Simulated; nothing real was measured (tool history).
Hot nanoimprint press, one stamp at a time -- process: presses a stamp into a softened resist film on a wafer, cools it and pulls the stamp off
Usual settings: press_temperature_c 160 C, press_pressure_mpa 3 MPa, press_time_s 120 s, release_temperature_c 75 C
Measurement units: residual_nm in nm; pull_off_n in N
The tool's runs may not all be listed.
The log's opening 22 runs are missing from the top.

run,day,press_temperature_c,press_pressure_mpa,press_time_s,release_temperature_c,residual_nm,pull_off_n
23,21.325,154,2.2,116,70,265.5,222
# day 22.033: plate thermocouple calibrated
24,22.421,156,2.2,116,72,245.6,199
25,22.95,156,2.2,116,72,247.5,211
26,23.738,156,3.14,116,83,224.9,166
# day 24.221: stamp cleaned and given a new release coat
27,25.042,156,3.14,116,83,224.7,136
28,25.825,148,3,147,75,262.5,173
29,26.933,160,1.92,62,63,271.9,233
30,27.596,160,1.92,62,63,272.3,238

Forecast each of these 3 alternatives for the next run:
A,28.667,151,1.92,62,63,?,?
B,28.667,160,2.45,96,70,?,?
C,28.667,160,2.86,189,75,?,?

run,residual_nm,pull_off_n
A,311,239
B,232.2,209
C,175.7,192
With no hidden state in the tool, these same runs would have given:
run,residual_nm,pull_off_n
A,308.8,209
B,228.2,182
C,171.4,167
